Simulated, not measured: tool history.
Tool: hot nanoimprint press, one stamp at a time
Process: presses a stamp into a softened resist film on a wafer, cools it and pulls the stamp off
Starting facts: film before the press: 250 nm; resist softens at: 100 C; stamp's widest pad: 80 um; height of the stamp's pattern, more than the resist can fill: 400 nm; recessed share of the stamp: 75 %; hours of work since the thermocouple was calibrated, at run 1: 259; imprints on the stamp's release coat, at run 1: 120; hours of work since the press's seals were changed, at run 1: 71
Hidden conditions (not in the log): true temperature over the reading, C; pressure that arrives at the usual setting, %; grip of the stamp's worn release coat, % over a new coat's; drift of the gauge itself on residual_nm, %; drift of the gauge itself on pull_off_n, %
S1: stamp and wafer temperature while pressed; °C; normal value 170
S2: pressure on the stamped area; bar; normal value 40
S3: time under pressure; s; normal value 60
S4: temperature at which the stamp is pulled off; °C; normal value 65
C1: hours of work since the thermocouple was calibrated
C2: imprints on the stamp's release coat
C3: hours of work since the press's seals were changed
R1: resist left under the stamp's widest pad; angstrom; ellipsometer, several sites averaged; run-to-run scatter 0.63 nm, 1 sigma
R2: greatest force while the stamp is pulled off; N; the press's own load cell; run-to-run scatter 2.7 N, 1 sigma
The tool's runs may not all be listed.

run   hour   S1    S2   S3  S4   C1    C2   C3    R1   R2
  1      0  170    40   60  65  259   120   71  1169  148
  2   16.7  159    40   60  65  270   200   81  1746  145
  3   23.8  159    40   60  65  274   235   86  1757  147
  4   31.9  159    40   60  65  279   275   91  1744  149
  5   42.1  170    40   60  65  286   324   98  1161  149
  6   57.1  170    40   60  65  296   396  107  1168  152
  7   71.9  174    40   60  65  305   468  117  1003  158
  8   83.6  170    40   60  65  312   525  124  1175  152
  9   93.7  170    40   60  65  319   574  130  1188  163
 10  104.5  170    40   60  65  326   626  137  1177  160
 11  116.3  170  41.2   60  65  333   684  145  1171  162
 12  126.7  177    40   60  65  340   734  151   891  168
 13  142.7  175    40   60  65  350   812  162   971  165
 14  157.3  179    40   60  65  359   883  171   832  173
 15  170.8  163  61.2   85  73  368   948  180  1171  138
 16  179.1  174  37.5  112  64  373   988  185   812  176
 17  193.4  170  42.3   98  60  383  1058  194   964  195
 18  206.8  162    40   60  65  391  1123  203  1614  185
 19  223.2  162    40   60  65  402  1202  213  1621  171
       227  -- plate thermocouple calibrated
 20  237.2  162    40   61  65    7  1256  220  1667  181
 21  244.5  170  24.9  103  59   11  1291  225  1240  217
 22  253.4  170  39.1   60  63   17  1334  230  1263  197
 23  261.5  170    40  115  50   22  1373  236   968  250
 24  272.3  166    40   60  60   29  1426  242  1452  210
 25  286.3  170  28.3   54  65   38  1494  251  1466  195
 26  295.3  162    40   60  71   44  1537  257  1684  161
     310.1  -- plate thermocouple calibrated, once more
 27  311.4  179    40   60  53    1  1601  266   780  245

Each row is a separate what-if for the run after 27, all from the same tool condition, not one after another. Results?
  A  327.3  170  45.6  60  52  11  1678  276   ?   ?
  B  327.3  179  31.2  60  53  11  1678  276   ?   ?
  C  327.3  179    40  75  53  11  1678  276   ?   ?

run    R1   R2
  A  1061  241
  B   880  236
  C   712  240
Stripped of hidden state, with their random variation kept, the same runs would have yielded:
run    R1   R2
  A  1043  176
  B   867  173
  C   701  176

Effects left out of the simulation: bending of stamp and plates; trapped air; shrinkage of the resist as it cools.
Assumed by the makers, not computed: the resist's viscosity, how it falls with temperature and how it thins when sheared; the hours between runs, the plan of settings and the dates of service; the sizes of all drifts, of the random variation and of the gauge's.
